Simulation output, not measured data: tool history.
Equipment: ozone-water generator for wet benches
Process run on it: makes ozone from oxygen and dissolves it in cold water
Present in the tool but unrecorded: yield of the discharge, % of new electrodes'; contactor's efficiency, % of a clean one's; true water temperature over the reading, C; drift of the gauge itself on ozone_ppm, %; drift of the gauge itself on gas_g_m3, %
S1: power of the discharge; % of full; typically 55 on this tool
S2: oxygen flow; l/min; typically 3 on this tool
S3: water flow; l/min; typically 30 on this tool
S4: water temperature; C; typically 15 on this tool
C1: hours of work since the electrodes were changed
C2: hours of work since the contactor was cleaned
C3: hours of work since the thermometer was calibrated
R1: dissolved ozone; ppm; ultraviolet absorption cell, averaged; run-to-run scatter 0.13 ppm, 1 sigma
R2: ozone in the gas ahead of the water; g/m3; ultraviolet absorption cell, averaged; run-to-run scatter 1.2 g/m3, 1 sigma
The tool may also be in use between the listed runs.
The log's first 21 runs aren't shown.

run    hour  S1    S2  S3  S4    C1   C2    C3    R1     R2
 22  1271.6  55     3  29  15  1973   82   868  12.3  199.8
 23  1343.5  87  2.36  30   9  2023  132   918  14.1  280.2
 24  1417.8  88   1.7  30  15  2075  184   970  11.8  318.3
 25  1461.9  42   1.7  26  11  2106  215  1001   9.5  215.9
       1519  -- contactor cleaned, once more
 26  1545.4  42   1.7  45  11  2161   18  1056   5.7  213.6
 27  1616.2  44   4.2  18  11  2210   68  1106  19.8  157.2
 28  1656.8  44   4.2  18  11  2239   96  1134  20.3  155.2
 29  1706.5  53  4.72  23  11  2273  131  1169    19  164.2
 30  1747.7  53  4.72  23  11  2302  160  1197  18.7    165
 31  1819.8  53  4.03  23  18  2352  210  1248  16.7  172.8
 32    1886  87     3  27  18  2399  256  1294  17.4  249.4
 33  1943.8  55     3  30  15  2439  296  1334  12.6  198.5
 34    2018  55   3.9  22  18  2491  348  1386  17.5  179.3

Each row is a separate what-if for the run after 34, all from the same tool condition, not one after another. Results?
  A  2100.9  75  4.52  22  18  2548  406  1444   ?   ?
  B  2100.9  61     3  40  15  2548  406  1444   ?   ?
  C  2100.9  45  1.78  22  18  2548  406  1444   ?   ?

run    R1     R2
  A    21  201.2
  B  10.2  208.5
  C  11.9  216.9
Take away the tool's hidden state, keep each run's random variation, and the runs would have read:
run    R1     R2
  A  22.4  213.4
  B  10.8  219.8
  C  12.5  226.5
